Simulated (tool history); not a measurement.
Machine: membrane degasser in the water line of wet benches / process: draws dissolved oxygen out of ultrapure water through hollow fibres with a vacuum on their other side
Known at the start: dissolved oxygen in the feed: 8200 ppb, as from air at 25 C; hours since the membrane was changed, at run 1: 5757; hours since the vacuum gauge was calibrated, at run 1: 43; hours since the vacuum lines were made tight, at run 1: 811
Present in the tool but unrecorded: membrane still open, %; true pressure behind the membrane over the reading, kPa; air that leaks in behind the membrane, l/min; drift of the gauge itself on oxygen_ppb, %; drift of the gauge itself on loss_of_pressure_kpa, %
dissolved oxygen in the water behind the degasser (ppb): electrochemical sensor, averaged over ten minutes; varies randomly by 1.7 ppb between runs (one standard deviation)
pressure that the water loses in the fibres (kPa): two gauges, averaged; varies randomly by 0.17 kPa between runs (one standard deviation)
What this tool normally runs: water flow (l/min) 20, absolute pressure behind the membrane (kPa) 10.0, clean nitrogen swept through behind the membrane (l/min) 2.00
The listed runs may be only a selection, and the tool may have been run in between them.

| run | day | water flow (l/min) | absolute pressure behind the membrane (kPa) | clean nitrogen swept through behind the membrane (l/min) | hours since the membrane was changed | hours since the vacuum gauge was calibrated | hours since the vacuum lines were made tight | dissolved oxygen in the water behind the degasser (ppb) | pressure that the water loses in the fibres (kPa) |
|---|---|---|---|---|---|---|---|---|---|
| 1 | 0.000 | 20 | 10.0 | 2.00 | 5757 | 43 | 811 | 167.1 | 25.67 |
| 2 | 6.933 | 20 | 10.0 | 2.00 | 5923 | 209 | 978 | 165.6 | 25.36 |
| 3 | 16.525 | 20 | 10.0 | 2.00 | 6153 | 439 | 1208 | 164.6 | 25.54 |
| 4 | 23.400 | 20 | 10.0 | 5.96 | 6318 | 604 | 1373 | 64.2 | 25.63 |
| 5 | 28.200 | 20 | 10.0 | 5.96 | 6433 | 719 | 1488 | 63.1 | 25.29 |
| 6 | 37.175 | 20 | 10.0 | 5.96 | 6649 | 935 | 1704 | 62.8 | 25.27 |
| 7 | 47.521 | 14 | 10.0 | 5.96 | 6897 | 1183 | 1952 | 40.5 | 17.83 |
| 8 | 54.046 | 14 | 10.0 | 5.96 | 7054 | 1340 | 2108 | 40.7 | 17.86 |
| 9 | 63.996 | 14 | 10.0 | 5.96 | 7292 | 1578 | 2347 | 40.8 | 17.65 |
| 10 | 73.325 | 14 | 10.0 | 5.96 | 7516 | 1802 | 2571 | 40.2 | 17.72 |
| 11 | 84.688 | 20 | 10.0 | 2.00 | 7789 | 2075 | 2844 | 162.3 | 25.20 |
| 12 | 95.996 | 20 | 10.0 | 2.00 | 8061 | 2346 | 3115 | 166.0 | 25.76 |
| 13 | 101.379 | 20 | 10.0 | 2.00 | 8190 | 2476 | 3244 | 163.8 | 25.46 |
| 14 | 110.192 | 20 | 10.0 | 2.00 | 8401 | 2687 | 3456 | 167.0 | 25.36 |
| 15 | 121.775 | 20 | 10.0 | 2.00 | 8679 | 2965 | 3734 | 163.7 | 25.51 |
|  | 122.604 | membrane cartridge changed |
| 16 | 126.696 | 20 | 10.0 | 2.00 | 98 | 3079 | 3848 | 165.3 | 25.28 |
| 17 | 136.446 | 20 | 18.8 | 2.00 | 332 | 3313 | 4082 | 358.4 | 25.38 |
|  | 141.112 | vacuum gauge calibrated |
| 18 | 142.362 | 13 | 8.2 | 1.17 | 474 | 30 | 4224 | 129.9 | 16.42 |
| 19 | 151.438 | 13 | 8.2 | 1.17 | 691 | 248 | 4441 | 130.4 | 16.34 |
|  | 153.250 | seals of the vacuum lines changed |
| 20 | 162.996 | 14 | 8.2 | 1.17 | 967 | 523 | 234 | 137.4 | 18.01 |
| 21 | 168.658 | 14 | 8.2 | 1.17 | 1103 | 659 | 370 | 139.1 | 17.69 |
| 22 | 174.683 | 25 | 10.3 | 2.66 | 1247 | 804 | 514 | 175.8 | 31.73 |
| 23 | 180.742 | 19 | 11.4 | 2.83 | 1393 | 949 | 660 | 137.0 | 24.25 |
| 24 | 189.550 | 13 | 18.0 | 2.38 | 1604 | 1161 | 871 | 193.3 | 16.73 |
| 25 | 195.350 | 13 | 18.0 | 2.38 | 1743 | 1300 | 1010 | 193.2 | 16.69 |
| 26 | 200.067 | 25 | 10.0 | 3.78 | 1857 | 1413 | 1124 | 126.1 | 31.75 |
| 27 | 209.533 | 25 | 10.0 | 3.78 | 2084 | 1640 | 1351 | 126.9 | 31.80 |
| 28 | 214.196 | 21 | 10.0 | 1.07 | 2196 | 1752 | 1463 | 295.9 | 26.58 |
| 29 | 221.138 | 13 | 15.1 | 1.07 | 2362 | 1919 | 1629 | 327.5 | 16.51 |
| 30 | 230.900 | 26 | 15.7 | 3.27 | 2597 | 2153 | 1864 | 252.4 | 33.06 |
| 31 | 241.579 | 26 | 15.7 | 3.27 | 2853 | 2409 | 2120 | 256.7 | 32.90 |
| 32 | 248.567 | 26 | 14.7 | 1.48 | 3021 | 2577 | 2288 | 458.2 | 33.16 |

Consider 4 possible next runs. They are alternatives, not a sequence: every one starts from the tool as it was left by run 32. What does each give?
| A | 257.446 | 20 | 7.0 | 0.95 | 3234 | 2790 | 2501 | ? | ? |
| B | 257.446 | 13 | 15.9 | 2.00 | 3234 | 2790 | 2501 | ? | ? |
| C | 257.446 | 19 | 14.7 | 1.48 | 3234 | 2790 | 2501 | ? | ? |
| D | 257.446 | 23 | 14.7 | 1.26 | 3234 | 2790 | 2501 | ? | ? |

| run | dissolved oxygen in the water behind the degasser (ppb) | pressure that the water loses in the fibres (kPa) |
|---|---|---|
| A | 184.3 | 25.47 |
| B | 196.2 | 16.55 |
| C | 337.7 | 24.43 |
| D | 457.8 | 29.24 |
Take away the tool's hidden state, keep each run's random variation, and the runs would have read:
| run | dissolved oxygen in the water behind the degasser (ppb) | pressure that the water loses in the fibres (kPa) |
|---|---|---|
| A | 184.1 | 25.46 |
| B | 196.1 | 16.54 |
| C | 337.6 | 24.42 |
| D | 457.6 | 29.23 |

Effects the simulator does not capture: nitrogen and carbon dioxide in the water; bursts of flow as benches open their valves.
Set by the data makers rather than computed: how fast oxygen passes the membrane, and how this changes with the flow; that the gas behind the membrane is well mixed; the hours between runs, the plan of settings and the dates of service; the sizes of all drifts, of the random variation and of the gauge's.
